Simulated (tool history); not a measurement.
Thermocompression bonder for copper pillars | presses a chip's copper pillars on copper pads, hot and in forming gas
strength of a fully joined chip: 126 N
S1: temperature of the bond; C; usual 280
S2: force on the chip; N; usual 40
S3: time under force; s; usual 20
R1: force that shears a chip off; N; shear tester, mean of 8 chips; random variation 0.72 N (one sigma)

| run | day | S1 | S2 | S3 | R1 |
|---|---|---|---|---|---|
| 1 | 0.000 | 280 | 40 | 20 | 41.6 |
|  | 1.379 | force cell calibrated |
| 2 | 3.654 | 280 | 40 | 20 | 47.0 |
| 3 | 6.333 | 280 | 40 | 20 | 45.2 |
| 4 | 8.733 | 280 | 40 | 20 | 43.9 |
| 5 | 10.538 | 280 | 40 | 10 | 32.6 |
| 6 | 13.754 | 280 | 40 | 10 | 32.8 |
|  | 14.771 | forming gas filter changed |
| 7 | 15.600 | 280 | 40 | 10 | 36.7 |
| 8 | 17.317 | 270 | 40 | 20 | 42.1 |
| 9 | 19.067 | 280 | 40 | 20 | 45.8 |
| 10 | 21.412 | 280 | 40 | 20 | 46.1 |
| 11 | 25.025 | 280 | 40 | 43 | 58.1 |
| 12 | 27.467 | 280 | 40 | 43 | 58.9 |
| 13 | 29.842 | 280 | 40 | 43 | 57.7 |
| 14 | 31.700 | 280 | 40 | 26 | 45.6 |
| 15 | 34.879 | 280 | 39 | 20 | 39.7 |
| 16 | 36.550 | 288 | 46 | 27 | 58.2 |
| 17 | 38.867 | 292 | 26 | 54 | 40.0 |
| 18 | 41.288 | 292 | 26 | 54 | 38.9 |
|  | 42.179 | forming gas filter changed |
| 19 | 44.062 | 251 | 25 | 20 | 15.4 |
| 20 | 46.862 | 273 | 49 | 10 | 36.5 |
| 21 | 49.454 | 273 | 49 | 15 | 41.9 |

The next listed run, before its measurement:
| 22 | 51.033 | 273 | 58 | 14 | ? |

R1: 49.3 N
Without the tool's hidden state the same run would have given R1 62.2 N.

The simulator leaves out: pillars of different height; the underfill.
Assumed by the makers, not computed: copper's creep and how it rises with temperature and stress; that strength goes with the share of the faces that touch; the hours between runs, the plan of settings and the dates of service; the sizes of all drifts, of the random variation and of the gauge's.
